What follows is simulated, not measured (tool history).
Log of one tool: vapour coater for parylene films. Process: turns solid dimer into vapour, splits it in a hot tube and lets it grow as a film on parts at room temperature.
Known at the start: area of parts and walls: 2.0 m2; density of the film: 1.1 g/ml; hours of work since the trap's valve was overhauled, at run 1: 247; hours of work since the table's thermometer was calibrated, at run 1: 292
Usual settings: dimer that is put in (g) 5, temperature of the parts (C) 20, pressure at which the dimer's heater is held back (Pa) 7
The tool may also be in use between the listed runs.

| run | hour | dimer that is put in (g) | temperature of the parts (C) | pressure at which the dimer's heater is held back (Pa) | hours of work since the trap's valve was overhauled | hours of work since the table's thermometer was calibrated | thickness of the film (µm) |
|---|---|---|---|---|---|---|---|
| 1 | 0 | 5 | 20 | 7 | 247 | 292 | 1.1 |
| 2 | 15.2 | 7 | 20 | 7 | 257 | 301 | 1.56 |
| 3 | 27.1 | 7 | 20 | 7 | 264 | 308 | 1.54 |
| 4 | 43.1 | 7 | 20 | 7 | 274 | 318 | 1.52 |
| 5 | 60.5 | 7 | 20 | 7 | 284 | 328 | 1.54 |
| 6 | 75.4 | 4 | 20 | 7 | 293 | 337 | 0.89 |
| 7 | 94.3 | 5 | 20 | 5.76 | 305 | 349 | 1.11 |
| 8 | 104.1 | 5 | 20 | 6.33 | 311 | 355 | 1.07 |
|  | 116.5 | trap's valve overhauled |
| 9 | 123.3 | 5 | 16 | 7 | 4 | 364 | 1.38 |
| 10 | 139.2 | 5 | 20 | 7 | 14 | 374 | 1.28 |
| 11 | 151.8 | 5 | 20 | 7 | 21 | 382 | 1.27 |
| 12 | 169.9 | 5 | 20 | 7 | 33 | 393 | 1.28 |
| 13 | 184.2 | 2 | 31 | 2.71 | 41 | 401 | 0.46 |
| 14 | 194.8 | 9 | 20 | 2.71 | 48 | 408 | 2.48 |
| 15 | 211.7 | 8 | 20 | 3.21 | 58 | 418 | 2.17 |
| 16 | 221.1 | 5 | 29 | 6.33 | 64 | 424 | 1.07 |
| 17 | 233.3 | 2 | 13 | 6.41 | 71 | 431 | 0.54 |
| 18 | 242.6 | 2 | 13 | 5.7 | 77 | 437 | 0.55 |
| 19 | 257.4 | 8 | 20 | 7 | 86 | 446 | 1.98 |

Run 20 comes next. What will it give?
| 20 | 267 | 5 | 28 | 7 | 92 | 452 | ? |

{"run 20": {"thickness of the film (µm)": 1.04}}
Without the tool's hidden state the same run would have given thickness of the film (µm) 1.09.
